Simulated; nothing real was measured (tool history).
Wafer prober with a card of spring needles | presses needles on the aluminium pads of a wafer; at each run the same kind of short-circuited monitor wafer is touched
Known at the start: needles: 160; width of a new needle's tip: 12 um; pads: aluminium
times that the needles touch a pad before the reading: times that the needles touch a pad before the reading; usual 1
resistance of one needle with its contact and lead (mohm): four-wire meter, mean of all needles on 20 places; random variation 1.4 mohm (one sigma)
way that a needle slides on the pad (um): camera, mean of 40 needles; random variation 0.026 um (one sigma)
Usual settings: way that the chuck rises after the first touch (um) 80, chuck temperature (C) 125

run   hour  way that the chuck rises after the first touch (um)  chuck temperature (C)  times that the needles touch a pad before the reading  resistance of one needle with its contact and lead (mohm)  way that a needle slides on the pad (um)
  1      0                                                   80                    125                                                      1                                                        134                                     16.22
  2   45.1                                                   80                    125                                                      1                                                        142                                     16.63
  3   81.7                                                   80                    125                                                      1                                                        177                                      16.6
  4  103.8                                                   80                    125                                                      1                                                        169                                     16.57
  5  144.8                                                   80                    125                                                      1                                                        173                                     16.51
  6  198.2                                                   80                    125                                                      1                                                        163                                     16.39
  7  224.6                                                   80                    125                                                      1                                                        161                                      16.4
  8  255.3                                                   80                    125                                                      1                                                        179                                     16.29
  9  296.5                                                   80                    125                                                      1                                                        171                                     16.28
 10  319.3                                                   80                    125                                                      1                                                        150                                      16.2
 11  360.4                                                   80                    125                                                      1                                                        167                                     16.17
 12  382.4                                                   80                    125                                                      1                                                        177                                     16.73
 13  434.8                                                   80                    125                                                      1                                                        171                                     16.66
 14  468.4                                                   88                     43                                                      2                                                        146                                     18.24
 15  517.3                                                   94                     51                                                      1                                                        148                                     19.47
 16  569.6                                                   80                     28                                                      1                                                        120                                     16.46
 17  618.9                                                   71                     51                                                      2                                                        168                                     14.46
 18  668.6                                                   65                     27                                                      1                                                        148                                     13.13
 19  718.7                                                   65                     27                                                      1                                                        131                                     13.08
 20    755                                                   64                     37                                                      3                                                        157                                     13.35
 21    782                                                   64                     55                                                      3                                                        160                                     13.27
 22  809.4                                                   64                     55                                                      3                                                        156                                     13.32
 23  857.4                                                   80                     65                                                      1                                                        137                                     16.49
 24  898.1                                                   88                     65                                                      3                                                        125                                     18.14
 25  945.8                                                   80                    125                                                      3                                                        149                                     16.42

Taken out of this log: 71 entries between the listed runs. Where each belongs, and how the hidden state differs across it:
Between runs 1 and 2: height of the first contact set anew (hour 3.1); tips cleaned on abrasive film (hour 14.3); tips cleaned on abrasive film (hour 29.1); tips cleaned on abrasive film (hour 43.6)
  debris on the tips, nm: 16.4 -> 40.5; way that the needles fall short of the set height, um: 2.68 -> 0.32; tips' diameter, um: 15.94 -> 16.05
  measured less the result without the state, resistance of one needle with its contact and lead (mohm): +10 -> +19; way that a needle slides on the pad (um): -0.56 -> -0.07
Between runs 2 and 3: tips cleaned on abrasive film (hour 57.2); tips cleaned on abrasive film (hour 71.3)
  debris on the tips, nm: 40.5 -> 130.8; way that the needles fall short of the set height, um: 0.32 -> 0.51; tips' diameter, um: 16.05 -> 16.12
  measured less the result without the state, resistance of one needle with its contact and lead (mohm): +19 -> +53; way that a needle slides on the pad (um): -0.07 -> -0.11
Between runs 3 and 4: tips cleaned on abrasive film (hour 84.1); tips cleaned on abrasive film (hour 97.3)
  debris on the tips, nm: 130.8 -> 106.5; way that the needles fall short of the set height, um: 0.51 -> 0.75; tips' diameter, um: 16.12 -> 16.2
  measured less the result without the state, resistance of one needle with its contact and lead (mohm): +53 -> +45; way that a needle slides on the pad (um): -0.11 -> -0.16
Between runs 4 and 5: tips cleaned on abrasive film (hour 109.9); tips cleaned on abrasive film (hour 122); tips cleaned on abrasive film (hour 137.1)
  debris on the tips, nm: 106.5 -> 117.1; way that the needles fall short of the set height, um: 0.75 -> 1.09; tips' diameter, um: 16.2 -> 16.32
  measured less the result without the state, resistance of one needle with its contact and lead (mohm): +45 -> +51; way that a needle slides on the pad (um): -0.16 -> -0.23
Between runs 5 and 6: tips cleaned on abrasive film (hour 150.9); tips cleaned on abrasive film (hour 165.5); tips cleaned on abrasive film (hour 179.7); tips cleaned on abrasive film (hour 194.5)
  debris on the tips, nm: 117.1 -> 81.2; way that the needles fall short of the set height, um: 1.09 -> 1.5; tips' diameter, um: 16.32 -> 16.47
  measured less the result without the state, resistance of one needle with its contact and lead (mohm): +51 -> +37; way that a needle slides on the pad (um): -0.23 -> -0.31
Between runs 6 and 7: tips cleaned on abrasive film (hour 208.7); tips cleaned on abrasive film (hour 220.8)
  debris on the tips, nm: 81.2 -> 83.7; way that the needles fall short of the set height, um: 1.5 -> 1.69; tips' diameter, um: 16.47 -> 16.53
  measured less the result without the state, resistance of one needle with its contact and lead (mohm): +37 -> +38; way that a needle slides on the pad (um): -0.31 -> -0.35
Between runs 7 and 8: tips cleaned on abrasive film (hour 233.7); tips cleaned on abrasive film (hour 247.6)
  debris on the tips, nm: 83.7 -> 119.5; way that the needles fall short of the set height, um: 1.69 -> 1.9; tips' diameter, um: 16.53 -> 16.61
  measured less the result without the state, resistance of one needle with its contact and lead (mohm): +38 -> +54; way that a needle slides on the pad (um): -0.35 -> -0.39
Between runs 8 and 9: tips cleaned on abrasive film (hour 260.8); tips cleaned on abrasive film (hour 275.8); tips cleaned on abrasive film (hour 290)
  debris on the tips, nm: 119.5 -> 105.9; way that the needles fall short of the set height, um: 1.9 -> 2.2; tips' diameter, um: 16.61 -> 16.71
  measured less the result without the state, resistance of one needle with its contact and lead (mohm): +54 -> +48; way that a needle slides on the pad (um): -0.39 -> -0.46
Between runs 9 and 10: tips cleaned on abrasive film (hour 305); tips cleaned on abrasive film (hour 317.2)
  debris on the tips, nm: 105.9 -> 50.7; way that the needles fall short of the set height, um: 2.2 -> 2.4; tips' diameter, um: 16.71 -> 16.78
  measured less the result without the state, resistance of one needle with its contact and lead (mohm): +48 -> +25; way that a needle slides on the pad (um): -0.46 -> -0.5
Between runs 10 and 11: tips cleaned on abrasive film (hour 330.6); tips cleaned on abrasive film (hour 344.7); tips cleaned on abrasive film (hour 356.8)
  debris on the tips, nm: 50.7 -> 83.7; way that the needles fall short of the set height, um: 2.4 -> 2.7; tips' diameter, um: 16.78 -> 16.88
  measured less the result without the state, resistance of one needle with its contact and lead (mohm): +25 -> +40; way that a needle slides on the pad (um): -0.5 -> -0.56
Between runs 11 and 12: tips cleaned on abrasive film (hour 370.9); height of the first contact set anew (hour 374.2)
  debris on the tips, nm: 83.7 -> 122.4; way that the needles fall short of the set height, um: 2.7 -> 0; tips' diameter, um: 16.88 -> 16.93
  measured less the result without the state, resistance of one needle with its contact and lead (mohm): +40 -> +54; way that a needle slides on the pad (um): -0.56 -> +0
Between runs 12 and 13: tips cleaned on abrasive film (hour 385.5); tips cleaned on abrasive film (hour 399.8); tips cleaned on abrasive film (hour 414.9); tips cleaned on abrasive film (hour 429.4)
  debris on the tips, nm: 122.4 -> 105.5; way that the needles fall short of the set height, um: 0 -> 0.39; tips' diameter, um: 16.93 -> 17.06
  measured less the result without the state, resistance of one needle with its contact and lead (mohm): +54 -> +48; way that a needle slides on the pad (um): +0 -> -0.08
Between runs 13 and 14: tips cleaned on abrasive film (hour 443.8); tips cleaned on abrasive film (hour 457.4)
  debris on the tips, nm: 105.5 -> 128.6; way that the needles fall short of the set height, um: 0.39 -> 0.6; tips' diameter, um: 17.06 -> 17.14
  measured less the result without the state, resistance of one needle with its contact and lead (mohm): +48 -> +34; way that a needle slides on the pad (um): -0.08 -> -0.13
Between runs 14 and 15: tips cleaned on abrasive film (hour 470.9); tips cleaned on abrasive film (hour 484.9); tips cleaned on abrasive film (hour 499.2); tips cleaned on abrasive film (hour 513.8)
  debris on the tips, nm: 128.6 -> 85; way that the needles fall short of the set height, um: 0.6 -> 0.98; tips' diameter, um: 17.14 -> 17.27
  measured less the result without the state, resistance of one needle with its contact and lead (mohm): +34 -> +34; way that a needle slides on the pad (um): -0.13 -> -0.21
Between runs 15 and 16: tips cleaned on abrasive film (hour 526); tips cleaned on abrasive film (hour 541); tips cleaned on abrasive film (hour 556); tips cleaned on abrasive film (hour 569.6)
  debris on the tips, nm: 85 -> 11.1; way that the needles fall short of the set height, um: 0.98 -> 1.42; tips' diameter, um: 17.27 -> 17.42
  measured less the result without the state, resistance of one needle with its contact and lead (mohm): +34 -> +9; way that a needle slides on the pad (um): -0.21 -> -0.3
Between runs 16 and 17: tips cleaned on abrasive film (hour 584.1); tips cleaned on abrasive film (hour 598.4); tips cleaned on abrasive film (hour 611.2)
  debris on the tips, nm: 11.1 -> 123.9; way that the needles fall short of the set height, um: 1.42 -> 1.7; tips' diameter, um: 17.42 -> 17.52
  measured less the result without the state, resistance of one needle with its contact and lead (mohm): +9 -> +52; way that a needle slides on the pad (um): -0.3 -> -0.36
Between runs 17 and 18: tips cleaned on abrasive film (hour 625); tips cleaned on abrasive film (hour 638.6); tips cleaned on abrasive film (hour 652.2); tips cleaned on abrasive film (hour 667.4)
  debris on the tips, nm: 123.9 -> 37.9; way that the needles fall short of the set height, um: 1.7 -> 2.07; tips' diameter, um: 17.52 -> 17.65
  measured less the result without the state, resistance of one needle with its contact and lead (mohm): +52 -> +35; way that a needle slides on the pad (um): -0.36 -> -0.43
Between runs 18 and 19: tips cleaned on abrasive film (hour 680.5); tips cleaned on abrasive film (hour 694); tips cleaned on abrasive film (hour 706.1); tips cleaned on abrasive film (hour 718.7)
  debris on the tips, nm: 37.9 -> 14.1; way that the needles fall short of the set height, um: 2.07 -> 2.44; tips' diameter, um: 17.65 -> 17.78
  measured less the result without the state, resistance of one needle with its contact and lead (mohm): +35 -> +17; way that a needle slides on the pad (um): -0.43 -> -0.51
Between runs 19 and 20: tips cleaned on abrasive film (hour 730.9); height of the first contact set anew (hour 742.4); tips cleaned on abrasive film (hour 745.5)
  debris on the tips, nm: 14.1 -> 128.3; way that the needles fall short of the set height, um: 2.44 -> 0.13; tips' diameter, um: 17.78 -> 17.87
  measured less the result without the state, resistance of one needle with its contact and lead (mohm): +17 -> +41; way that a needle slides on the pad (um): -0.51 -> -0.03
Between runs 20 and 21: tips cleaned on abrasive film (hour 760.5); tips cleaned on abrasive film (hour 774.2)
  debris on the tips, nm: 128.3 -> 124.4; way that the needles fall short of the set height, um: 0.13 -> 0.36; tips' diameter, um: 17.87 -> 17.95
  measured less the result without the state, resistance of one needle with its contact and lead (mohm): +41 -> +40; way that a needle slides on the pad (um): -0.03 -> -0.08
Between runs 21 and 22: tips cleaned on abrasive film (hour 788.1); tips cleaned on abrasive film (hour 801.6)
  debris on the tips, nm: 124.4 -> 116.9; way that the needles fall short of the set height, um: 0.36 -> 0.54; tips' diameter, um: 17.95 -> 18.01
  measured less the result without the state, resistance of one needle with its contact and lead (mohm): +40 -> +38; way that a needle slides on the pad (um): -0.08 -> -0.11
Between runs 22 and 23: tips cleaned on abrasive film (hour 815.5); tips cleaned on abrasive film (hour 830.1); tips cleaned on abrasive film (hour 844.6); tips cleaned on abrasive film (hour 856.8)
  debris on the tips, nm: 116.9 -> 33.7; way that the needles fall short of the set height, um: 0.54 -> 0.97; tips' diameter, um: 18.01 -> 18.16
  measured less the result without the state, resistance of one needle with its contact and lead (mohm): +38 -> +21; way that a needle slides on the pad (um): -0.11 -> -0.2
Between runs 23 and 24: tips cleaned on abrasive film (hour 869.4); tips cleaned on abrasive film (hour 883.7); tips cleaned on abrasive film (hour 897.6)
  debris on the tips, nm: 33.7 -> 26.2; way that the needles fall short of the set height, um: 0.97 -> 1.27; tips' diameter, um: 18.16 -> 18.27
  measured less the result without the state, resistance of one needle with its contact and lead (mohm): +21 -> +8; way that a needle slides on the pad (um): -0.2 -> -0.26
Between runs 24 and 25: tips cleaned on abrasive film (hour 910.3); tips cleaned on abrasive film (hour 924.7); tips cleaned on abrasive film (hour 939)
  debris on the tips, nm: 26.2 -> 114.9; way that the needles fall short of the set height, um: 1.27 -> 1.6; tips' diameter, um: 18.27 -> 18.38
  measured less the result without the state, resistance of one needle with its contact and lead (mohm): +8 -> +25; way that a needle slides on the pad (um): -0.26 -> -0.34
